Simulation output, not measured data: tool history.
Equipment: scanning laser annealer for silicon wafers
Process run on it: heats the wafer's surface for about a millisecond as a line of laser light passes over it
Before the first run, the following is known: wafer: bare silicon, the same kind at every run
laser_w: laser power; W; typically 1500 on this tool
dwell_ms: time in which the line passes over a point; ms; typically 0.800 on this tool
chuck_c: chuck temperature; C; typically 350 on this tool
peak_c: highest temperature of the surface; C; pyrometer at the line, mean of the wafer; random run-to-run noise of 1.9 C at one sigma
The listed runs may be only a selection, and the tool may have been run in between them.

Run 1, day 0.000: usual settings. Result: peak_c 1156 C.
Run 2, day 1.067: usual settings. Result: peak_c 1153 C.
Run 3, day 2.454: usual settings. Result: peak_c 1152 C.
Run 4, day 3.292: usual settings but dwell_ms 0.944 ms. Result: peak_c 1224 C.
Run 5, day 4.858: usual settings but dwell_ms 0.944 ms. Result: peak_c 1224 C.
Run 6, day 6.417: usual settings but dwell_ms 0.895 ms. Result: peak_c 1196 C.
Run 7, day 7.800: usual settings but chuck_c 373 C. Result: peak_c 1168 C.
Run 8, day 9.429: usual settings but chuck_c 373 C. Result: peak_c 1164 C.
At day 10.467: window over the wafer cleaned.
Run 9, day 11.108: usual settings but chuck_c 373 C. Result: peak_c 1199 C.
Run 10, day 12.742: usual settings but laser_w 1533 W, dwell_ms 0.821 ms, chuck_c 315 C. Result: peak_c 1168 C.
Run 11, day 13.600: usual settings but laser_w 1533 W, dwell_ms 0.821 ms, chuck_c 315 C. Result: peak_c 1164 C.
Run 12, day 15.150: usual settings but laser_w 1533 W, dwell_ms 0.821 ms, chuck_c 315 C. Result: peak_c 1163 C.
Run 13, day 17.167: usual settings but dwell_ms 0.805 ms, chuck_c 321 C. Result: peak_c 1140 C.

Results per run with the tool's hidden condition removed, run-to-run variation unchanged:
What the log doesn't record here: light that passes the window, % of a clean one's; laser's true power over the reading, %; width of the line over the set one, %; drift of the gauge itself on peak_c, C.
run  peak_c
  1    1200
  2    1198
  3    1198
  4    1277
  5    1278
  6    1251
  7    1222
  8    1220
  9    1220
 10    1192
 11    1190
 12    1191
 13    1170
